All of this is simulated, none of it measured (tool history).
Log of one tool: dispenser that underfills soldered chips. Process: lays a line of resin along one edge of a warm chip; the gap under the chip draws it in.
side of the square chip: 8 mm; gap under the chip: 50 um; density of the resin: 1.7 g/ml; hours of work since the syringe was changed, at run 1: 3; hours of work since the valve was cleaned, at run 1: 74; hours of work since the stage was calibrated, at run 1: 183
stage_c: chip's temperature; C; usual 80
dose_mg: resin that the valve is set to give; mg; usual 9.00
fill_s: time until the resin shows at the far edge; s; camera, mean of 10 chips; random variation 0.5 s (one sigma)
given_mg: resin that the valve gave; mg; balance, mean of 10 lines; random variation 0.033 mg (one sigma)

run	day	stage_c	dose_mg	hours of work since the syringe was changed	hours of work since the valve was cleaned	hours of work since the stage was calibrated	fill_s	given_mg
1	0.000	80	9.00	3	74	183	50.0	8.83
# day 0.150: new syringe of resin
2	0.283	80	9.00	2	79	188	47.7	8.79
# day 0.483: new syringe of resin
3	0.629	80	9.00	3	85	194	46.2	8.73
# day 0.821: new syringe of resin
4	0.962	82	9.00	3	91	200	43.2	8.77
# day 1.146: new syringe of resin
5	1.204	82	9.00	1	95	204	38.0	8.78
# day 1.483: new syringe of resin
6	1.612	80	9.00	2	103	211	45.8	8.72
# day 1.804: new syringe of resin
7	1.817	80	9.00	0	106	215	37.6	8.70
8	2.004	80	9.00	4	110	218	50.1	8.72
# day 2.138: new syringe of resin
9	2.212	92	11.37	1	113	222	24.1	10.99
# day 2.467: new syringe of resin
10	2.583	92	11.37	2	120	229	25.1	10.94
# day 2.788: new syringe of resin
11	2.808	80	11.52	0	124	233	38.0	11.13
12	3.038	69	10.91	5	128	237	89.3	10.46
# day 3.112: new syringe of resin
# day 3.367: dispensing valve cleaned and set on the balance
13	3.396	69	10.91	5	1	242	89.0	10.93
# day 3.492: new syringe of resin
14	3.746	69	10.91	5	7	249	92.8	10.88
# day 3.808: new syringe of resin
15	3.938	74	9.95	2	10	252	60.5	9.93

How the hidden state differs across the entries between the runs, from the last listed run before each to the first after it:
Between runs 1 and 2: new syringe of resin (day 0.150)
  resin's viscosity, % of fresh resin's: 128.5 -> 123; dose that the valve gives, % of what is set: 97.93 -> 97.77; true chip temperature over the reading, C: 0.99 -> 1.03
  measured less the result without the state, fill_s: +9.3 -> +7.0 s; given_mg: -0.19 -> -0.20 mg
Between runs 2 and 3: new syringe of resin (day 0.483)
  resin's viscosity, % of fresh resin's: 123 -> 123.3; dose that the valve gives, % of what is set: 97.77 -> 97.58; true chip temperature over the reading, C: 1.03 -> 1.07
  measured less the result without the state, fill_s: +7.0 -> +6.9 s; given_mg: -0.20 -> -0.22 mg
Between runs 3 and 4: new syringe of resin (day 0.821)
  resin's viscosity, % of fresh resin's: 123.3 -> 122.7; dose that the valve gives, % of what is set: 97.58 -> 97.4; true chip temperature over the reading, C: 1.07 -> 1.11
  measured less the result without the state, fill_s: +6.9 -> +6.2 s; given_mg: -0.22 -> -0.24 mg
Between runs 4 and 5: new syringe of resin (day 1.146)
  resin's viscosity, % of fresh resin's: 122.7 -> 109.6; dose that the valve gives, % of what is set: 97.4 -> 97.26; true chip temperature over the reading, C: 1.11 -> 1.14
  measured less the result without the state, fill_s: +6.2 -> +1.5 s; given_mg: -0.24 -> -0.24 mg
Between runs 5 and 6: new syringe of resin (day 1.483)
  resin's viscosity, % of fresh resin's: 109.6 -> 120.6; dose that the valve gives, % of what is set: 97.26 -> 97.03; true chip temperature over the reading, C: 1.14 -> 1.19
  measured less the result without the state, fill_s: +1.5 -> +5.7 s; given_mg: -0.24 -> -0.27 mg
Between runs 6 and 7: new syringe of resin (day 1.804)
  resin's viscosity, % of fresh resin's: 120.6 -> 100.1; dose that the valve gives, % of what is set: 97.03 -> 96.94; true chip temperature over the reading, C: 1.19 -> 1.21
  measured less the result without the state, fill_s: +5.7 -> -2.1 s; given_mg: -0.27 -> -0.27 mg
Between runs 8 and 9: new syringe of resin (day 2.138)
  resin's viscosity, % of fresh resin's: 130.7 -> 110.8; dose that the valve gives, % of what is set: 96.84 -> 96.72; true chip temperature over the reading, C: 1.23 -> 1.26
  measured less the result without the state, fill_s: +9.6 -> +1.1 s; given_mg: -0.28 -> -0.37 mg
Between runs 9 and 10: new syringe of resin (day 2.467)
  resin's viscosity, % of fresh resin's: 110.8 -> 116; dose that the valve gives, % of what is set: 96.72 -> 96.5; true chip temperature over the reading, C: 1.26 -> 1.3
  measured less the result without the state, fill_s: +1.1 -> +2.2 s; given_mg: -0.37 -> -0.40 mg
Between runs 10 and 11: new syringe of resin (day 2.788)
  resin's viscosity, % of fresh resin's: 116 -> 102.2; dose that the valve gives, % of what is set: 96.5 -> 96.37; true chip temperature over the reading, C: 1.3 -> 1.33
  measured less the result without the state, fill_s: +2.2 -> -1.5 s; given_mg: -0.40 -> -0.42 mg
Between runs 12 and 13: new syringe of resin (day 3.112); dispensing valve cleaned and set on the balance (day 3.367)
  resin's viscosity, % of fresh resin's: 141 -> 142.2; dose that the valve gives, % of what is set: 96.24 -> 99.78; true chip temperature over the reading, C: 1.36 -> 1.4
  measured less the result without the state, fill_s: +21.6 -> +22.0 s; given_mg: -0.41 -> -0.02 mg
Between runs 13 and 14: new syringe of resin (day 3.492)
  resin's viscosity, % of fresh resin's: 142.2 -> 144.9; dose that the valve gives, % of what is set: 99.78 -> 99.6; true chip temperature over the reading, C: 1.4 -> 1.44
  measured less the result without the state, fill_s: +22.0 -> +23.8 s; given_mg: -0.02 -> -0.05 mg
Between runs 14 and 15: new syringe of resin (day 3.808)
  resin's viscosity, % of fresh resin's: 144.9 -> 121.1; dose that the valve gives, % of what is set: 99.6 -> 99.5; true chip temperature over the reading, C: 1.44 -> 1.46
  measured less the result without the state, fill_s: +23.8 -> +6.8 s; given_mg: -0.05 -> -0.05 mg
